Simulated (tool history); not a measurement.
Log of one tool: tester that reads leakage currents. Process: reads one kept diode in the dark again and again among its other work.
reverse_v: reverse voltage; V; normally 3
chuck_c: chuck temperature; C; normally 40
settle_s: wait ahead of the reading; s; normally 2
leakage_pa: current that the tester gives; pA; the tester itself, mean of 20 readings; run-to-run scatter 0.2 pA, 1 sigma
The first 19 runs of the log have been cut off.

run     day  reverse_v  chuck_c  settle_s  hours of work since the probe card was cleaned  hours of work since the tester was calibrated  hours of work since the chuck was calibrated  leakage_pa
 20  23.125          3       40         2                                            1535                                            671                                           288       69.79
 21  24.042       2.74       40      1.89                                            1546                                            683                                           299       65.97
 22  25.438       2.37       40      3.63                                            1564                                            700                                           317       60.16
 23  26.933       1.05       32      1.73                                            1582                                            719                                           335       22.23
 24  28.733       1.05       32      1.73                                            1605                                            741                                           358       22.43
 25  30.562       1.05       32      1.73                                            1627                                            764                                           380        22.3
 26  32.021       1.05       32      3.88                                            1646                                            782                                           398       22.25
 27  33.233       1.05       32      3.88                                            1661                                            797                                           414       22.43
 28  34.333       1.18       36      1.69                                            1674                                            811                                           427       31.25
 29  36.033          3       24         2                                            1695                                            832                                           448       26.45
 30  37.012          3       24         2                                            1708                                            844                                           461       26.28
 31  38.492          3       24         2                                            1726                                            863                                           479       26.59
 32  40.142       1.19       29      0.73                                            1747                                            883                                           499       20.44
 33  41.421       1.19       29      0.73                                            1763                                            899                                           515       20.42

What will run 34 give?
 34  42.375       1.19       29      0.73                                            1774                                            911                                           527           ?

{"run 34": {"leakage_pa": 20.54}}
With the hidden condition absent and the run-to-run variation left alone, this run would have shown leakage_pa 17.68 pA.
